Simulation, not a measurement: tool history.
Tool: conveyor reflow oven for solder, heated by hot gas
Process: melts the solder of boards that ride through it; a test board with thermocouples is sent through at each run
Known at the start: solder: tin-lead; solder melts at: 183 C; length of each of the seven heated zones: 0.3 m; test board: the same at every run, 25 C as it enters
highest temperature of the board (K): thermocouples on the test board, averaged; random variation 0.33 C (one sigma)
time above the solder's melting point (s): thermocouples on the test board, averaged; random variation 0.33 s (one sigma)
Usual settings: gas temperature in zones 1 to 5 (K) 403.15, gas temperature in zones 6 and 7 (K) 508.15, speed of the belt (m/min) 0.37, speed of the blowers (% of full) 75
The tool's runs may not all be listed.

| run | hour | gas temperature in zones 1 to 5 (K) | gas temperature in zones 6 and 7 (K) | speed of the belt (m/min) | speed of the blowers (% of full) | highest temperature of the board (K) | time above the solder's melting point (s) |
|---|---|---|---|---|---|---|---|
| 1 | 0 | 403.15 | 508.15 | 0.37 | 75 | 490.15 | 70.1 |
| 2 | 16.1 | 403.15 | 508.15 | 0.37 | 75 | 490.05 | 69.9 |
| 3 | 49.6 | 403.15 | 508.15 | 0.37 | 75 | 489.55 | 69.7 |
| 4 | 67.5 | 403.15 | 508.15 | 0.37 | 75 | 490.45 | 69.1 |
|  | 88.3 | flux residue cleaned out of gas plates and filters |
| 5 | 93.8 | 403.15 | 508.15 | 0.37 | 75 | 492.85 | 72.9 |
| 6 | 119 | 403.15 | 508.15 | 0.37 | 75 | 492.25 | 72.7 |
| 7 | 147.3 | 403.15 | 508.15 | 0.37 | 75 | 492.45 | 73.1 |
| 8 | 165.4 | 403.15 | 508.15 | 0.37 | 68 | 490.15 | 70.9 |
| 9 | 189.3 | 403.15 | 508.15 | 0.37 | 68 | 490.75 | 70.6 |
| 10 | 213.4 | 403.15 | 508.15 | 0.37 | 68 | 490.15 | 69.7 |
| 11 | 242.2 | 403.15 | 508.15 | 0.37 | 68 | 490.65 | 70 |
| 12 | 259 | 403.15 | 514.15 | 0.412 | 63 | 489.55 | 60.8 |
| 13 | 285 | 403.15 | 508.15 | 0.439 | 70 | 483.65 | 52.3 |
| 14 | 308.2 | 418.15 | 520.15 | 0.37 | 75 | 504.95 | 89 |

Forecast each of these 5 alternatives for the next run:
| A | 342.2 | 418.15 | 520.15 | 0.37 | 87 | ? | ? |
| B | 342.2 | 418.15 | 498.15 | 0.37 | 75 | ? | ? |
| C | 342.2 | 388.15 | 499.15 | 0.37 | 56 | ? | ? |
| D | 342.2 | 414.15 | 497.15 | 0.37 | 75 | ? | ? |
| E | 342.2 | 392.15 | 517.15 | 0.319 | 75 | ? | ? |

| run | highest temperature of the board (K) | time above the solder's melting point (s) |
|---|---|---|
| A | 507.55 | 91.1 |
| B | 485.35 | 72.8 |
| C | 475.45 | 44.4 |
| D | 484.35 | 68.9 |
| E | 503.35 | 90.4 |
Without the tool's hidden state the same runs would have given:
| run | highest temperature of the board (K) | time above the solder's melting point (s) |
|---|---|---|
| A | 507.25 | 89.4 |
| B | 484.95 | 71.4 |
| C | 475.15 | 43.3 |
| D | 483.85 | 67.6 |
| E | 502.95 | 88.7 |
